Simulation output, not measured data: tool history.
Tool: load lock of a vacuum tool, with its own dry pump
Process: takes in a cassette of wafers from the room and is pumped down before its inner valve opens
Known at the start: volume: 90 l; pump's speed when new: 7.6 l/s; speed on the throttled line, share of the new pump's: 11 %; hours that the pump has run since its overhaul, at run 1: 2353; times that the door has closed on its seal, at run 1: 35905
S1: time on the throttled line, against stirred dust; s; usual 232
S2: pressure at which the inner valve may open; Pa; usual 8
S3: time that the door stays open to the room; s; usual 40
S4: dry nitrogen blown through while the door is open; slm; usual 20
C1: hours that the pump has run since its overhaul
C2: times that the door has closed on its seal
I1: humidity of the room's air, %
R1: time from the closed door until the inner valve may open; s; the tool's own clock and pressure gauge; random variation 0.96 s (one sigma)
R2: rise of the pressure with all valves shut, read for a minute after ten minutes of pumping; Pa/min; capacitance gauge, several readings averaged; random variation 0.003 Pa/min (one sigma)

run	hour	S1	S2	S3	S4	C1	C2	I1	R1	R2
1	0	232	8	40	20	2353	35905	46.6	321.2	0.011
2	214.3	232	8	40	20	2567	36948	45.9	320.7	0.012
3	340.4	232	8	40	20	2693	37563	45.3	320.8	0.009
4	454.3	232	8	40	20	2807	38117	45.1	318.8	0.013
5	630.6	232	8	40	20	2984	38976	42.7	321.8	0.012
6	859.7	232	7	40	20	3213	40091	44.3	322.3	0.015
7	1030.7	232	7	40	20	3384	40925	45.4	323.8	0.015
8	1251.4	232	15	40	20	3604	41999	41.2	312.6	0.011
9	1370.2	232	8	40	19	3723	42578	46.4	320.8	0.009
10	1544.8	154	8	40	19	3898	43428	41	251.3	0.009
11	1763.3	154	8	40	19	4116	44493	44.8	250	0.011
12	2005.2	154	8	40	19	4358	45670	47.6	251.2	0.003
13	2139.2	154	8	93	19	4492	46323	42.8	251.3	0.022
14	2380.4	154	8	93	19	4733	47498	43.9	250.4	0.013
15	2603.8	154	8	67	19	4957	48586	46.1	249.9	0.012
16	2793	154	8	67	19	5146	49507	45.1	250.4	0.009
17	2971.6	154	8	67	11	5325	50377	44.7	251	0.019
18	3211.3	154	8	67	11	5564	51545	40.8	250.9	0.016
19	3405.5	145	8	40	20	5758	52490	45.2	242.4	0.011
20	3607.1	232	8	157	20	5960	53472	38.2	321.2	0.015
21	3848.3	232	8	126	20	6201	54647	44.3	322.8	0.024
22	4069.9	232	8	126	20	6423	55726	45.4	320	0.021
23	4293.3	281	9	30	10	6646	56814	47.2	361.9	0.019
24	4408.3	281	9	30	10	6761	57374	45.3	363.1	0.017
25	4591.6	281	9	30	10	6945	58266	42.8	363.1	0.014
26	4711	172	16	73	4	7064	58848	44.8	258.6	0.025
27	4833.6	172	16	28	44	7187	59445	45.8	258.6	0.007
28	4947.5	137	12	39	7	7300	60000	46	229.8	0.021
29	5131.6	262	8	239	37	7485	60896	45.1	347	0.024
30	5309.6	269	8	25	32	7663	61763	43.8	354.1	0.007
# hour 5526.1: door's seal changed, seat wiped
31	5536.8	269	8	25	32	7888	52	44.9	354.5	0.008
32	5638.6	269	8	25	32	7990	548	47.9	352.5	0.006
33	5795.4	269	8	25	32	8147	1311	42.5	352.1	0.009
34	6032.1	209	13	40	25	8384	2464	41.3	294.6	0.005
35	6158.8	185	10	33	12	8510	3081	45	275.2	0.009
36	6338	232	14	40	20	8689	3954	43.1	312.7	0.011
37	6573	326	7	40	20	8925	5098	43.9	405.1	0.008

Hidden state or all else? Some run-to-run changes of R2, split into what the settings, what came in and random variation would give without the hidden state, and what is left for the hidden state (with any gauge scatter that isn't in both results):
The hidden state here: pump's speed, % of a new pump's; leak at the door's seal, Pa l/s; drift of the gauge itself on ready_s, %; drift of the gauge itself on rise_pa_min, %.
Run 1 -> 2: no setting changed, nothing entered. R2 +0.001 Pa/min: hidden state +0.001, all else +0.
Run 2 -> 3: no setting changed, nothing entered. R2 -0.003 Pa/min: hidden state -0.001, all else -0.002.
Run 12 -> 13: S3 40 -> 93. R2 +0.019 Pa/min: hidden state -0.001, all else +0.02.
Run 26 -> 27: S3 73 -> 28, S4 4 -> 44. R2 -0.018 Pa/min: hidden state +0.001, all else -0.019.
Run 29 -> 30: S1 262 -> 269, S3 239 -> 25, S4 37 -> 32. R2 -0.017 Pa/min: hidden state +0, all else -0.017.
Run 30 -> 31: door's seal changed, seat wiped. R2 +0.001 Pa/min: hidden state -0.002, all else +0.003.
